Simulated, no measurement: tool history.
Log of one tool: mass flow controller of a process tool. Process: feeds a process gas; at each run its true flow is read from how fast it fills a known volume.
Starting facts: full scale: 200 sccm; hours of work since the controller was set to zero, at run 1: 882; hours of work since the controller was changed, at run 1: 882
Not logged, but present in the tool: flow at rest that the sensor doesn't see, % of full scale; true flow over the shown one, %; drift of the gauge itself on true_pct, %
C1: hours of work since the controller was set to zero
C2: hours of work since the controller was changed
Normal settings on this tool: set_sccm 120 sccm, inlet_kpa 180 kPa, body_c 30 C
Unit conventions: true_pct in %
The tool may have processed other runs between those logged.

Run 1, hour 0.0: usual settings; C1 882; C2 882. Result: true_pct 99.60 %.
Run 2, hour 127.2: usual settings; C1 976; C2 976. Result: true_pct 99.53 %.
Run 3, hour 206.8: usual settings; C1 1035; C2 1035. Result: true_pct 99.70 %.
Run 4, hour 327.9: usual settings; C1 1124; C2 1124. Result: true_pct 99.76 %.
Run 5, hour 483.3: usual settings; C1 1239; C2 1239. Result: true_pct 99.98 %.
Run 6, hour 621.3: usual settings; C1 1341; C2 1341. Result: true_pct 99.97 %.
Run 7, hour 702.5: usual settings; C1 1401; C2 1401. Result: true_pct 99.99 %.
Run 8, hour 785.5: usual settings; C1 1462; C2 1462. Result: true_pct 100.02 %.
Run 9, hour 898.6: usual settings; C1 1545; C2 1545. Result: true_pct 99.95 %.
Run 10, hour 998.8: usual settings; C1 1620; C2 1620. Result: true_pct 100.20 %.
Run 11, hour 1087.7: usual settings; C1 1685; C2 1685. Result: true_pct 100.23 %.
Run 12, hour 1194.1: usual settings but set_sccm 49 sccm; C1 1764; C2 1764. Result: true_pct 99.94 %.
Run 13, hour 1297.0: usual settings but set_sccm 49 sccm; C1 1840; C2 1840. Result: true_pct 99.85 %.
Run 14, hour 1448.0: usual settings but set_sccm 49 sccm; C1 1951; C2 1951. Result: true_pct 100.15 %.
Run 15, hour 1543.5: usual settings but set_sccm 49 sccm; C1 2022; C2 2022. Result: true_pct 100.22 %.
Run 16, hour 1680.7: usual settings but set_sccm 177 sccm, inlet_kpa 144 kPa, body_c 27 C; C1 2123; C2 2123. Result: true_pct 101.43 %.
Run 17, hour 1819.4: usual settings but set_sccm 96 sccm; C1 2226; C2 2226. Result: true_pct 100.35 %.
Run 18, hour 1890.6: usual settings but set_sccm 177 sccm; C1 2278; C2 2278. Result: true_pct 101.07 %.
Run 19, hour 2034.6: usual settings but set_sccm 40 sccm, inlet_kpa 168 kPa, body_c 32 C; C1 2385; C2 2385. Result: true_pct 100.38 %.
Run 20, hour 2157.5: usual settings but set_sccm 83 sccm, inlet_kpa 175 kPa, body_c 34 C; C1 2475; C2 2475. Result: true_pct 100.22 %.
Run 21, hour 2229.8: usual settings but set_sccm 83 sccm, inlet_kpa 175 kPa, body_c 34 C; C1 2529; C2 2529. Result: true_pct 100.14 %.
Run 22, hour 2316.8: usual settings but set_sccm 83 sccm, inlet_kpa 279 kPa, body_c 34 C; C1 2593; C2 2593. Result: true_pct 99.59 %.
Run 23, hour 2392.3: usual settings but set_sccm 83 sccm, inlet_kpa 279 kPa, body_c 34 C; C1 2649; C2 2649. Result: true_pct 99.53 %.
Run 24, hour 2541.3: usual settings but set_sccm 33 sccm, inlet_kpa 181 kPa, body_c 34 C; C1 2759; C2 2759. Result: true_pct 100.69 %.
Run 25, hour 2615.1: usual settings but set_sccm 33 sccm, inlet_kpa 181 kPa, body_c 34 C; C1 2814; C2 2814. Result: true_pct 100.84 %.
Run 26, hour 2701.0: usual settings but set_sccm 33 sccm, inlet_kpa 181 kPa, body_c 34 C; C1 2877; C2 2877. Result: true_pct 100.71 %.
Run 27, hour 2847.2: usual settings but set_sccm 33 sccm, inlet_kpa 173 kPa, body_c 31 C; C1 2985; C2 2985. Result: true_pct 101.37 %.
Run 28, hour 2919.9: usual settings but inlet_kpa 141 kPa, body_c 34 C; C1 3039; C2 3039. Result: true_pct 100.94 %.
Run 29, hour 3025.6: usual settings but inlet_kpa 141 kPa, body_c 34 C; C1 3117; C2 3117. Result: true_pct 101.02 %.
Run 30, hour 3154.3: usual settings but set_sccm 26 sccm, inlet_kpa 141 kPa, body_c 38 C; C1 3212; C2 3212. Result: true_pct 101.48 %.

Below are 3 alternative next runs, each starting from the tool's condition after run 30. Predict each:
Run A, hour 3243.0: usual settings but set_sccm 41 sccm, inlet_kpa 141 kPa, body_c 38 C; C1 3277; C2 3277. Result: true_pct ?.
Run B, hour 3243.0: usual settings but set_sccm 26 sccm, inlet_kpa 141 kPa; C1 3277; C2 3277. Result: true_pct ?.
Run C, hour 3243.0: usual settings but body_c 38 C; C1 3277; C2 3277. Result: true_pct ?.

run  true_pct
  A    100.78
  B    102.26
  C    100.38
Without the tool's unlogged condition, the same runs would have read:
run  true_pct
  A     97.30
  B     97.92
  C     97.90

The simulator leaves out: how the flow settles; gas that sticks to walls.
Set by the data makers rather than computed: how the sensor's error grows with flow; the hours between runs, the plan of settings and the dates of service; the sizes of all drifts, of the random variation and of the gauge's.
